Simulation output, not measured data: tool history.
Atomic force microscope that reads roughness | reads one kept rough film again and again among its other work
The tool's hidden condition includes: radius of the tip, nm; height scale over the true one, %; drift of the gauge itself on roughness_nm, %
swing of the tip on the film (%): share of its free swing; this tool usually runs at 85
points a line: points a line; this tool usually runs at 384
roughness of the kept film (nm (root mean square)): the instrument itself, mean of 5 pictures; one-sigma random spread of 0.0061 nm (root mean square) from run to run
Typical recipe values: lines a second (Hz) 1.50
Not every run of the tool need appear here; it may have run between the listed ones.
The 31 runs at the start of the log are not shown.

run,day,lines a second (Hz),swing of the tip on the film (%),points a line,pictures with this tip,hours of work since the height scale was calibrated,roughness of the kept film (nm (root mean square))
32,39.317,1.50,80,384,77,317,1.147
33,40.567,3.17,81,431,141,337,1.070
34,41.321,0.88,85,384,180,349,1.132
35,42.554,0.88,85,384,244,370,1.141
36,44.062,2.12,86,384,321,394,1.064
# day 44.229: new tip fitted
37,45.304,0.80,56,384,55,414,1.200
38,46.508,1.50,75,889,117,434,1.155
39,47.712,1.50,56,299,179,454,1.162
40,49.117,1.50,56,428,251,477,1.168
41,50.158,1.31,79,428,305,494,1.122
# day 50.579: new tip fitted
42,51.804,1.83,74,428,63,520,1.147
43,52.746,1.83,74,428,111,536,1.131

Here are 3 independent what-if runs from the current tool condition. What would each one return?
A,54.158,0.69,62,461,184,559,?
B,54.158,1.02,85,384,184,559,?
C,54.158,1.50,85,604,184,559,?

run,roughness of the kept film (nm (root mean square))
A,1.160
B,1.128
C,1.104
With no hidden state in the tool, these same runs would have given:
run,roughness of the kept film (nm (root mean square))
A,1.203
B,1.170
C,1.144
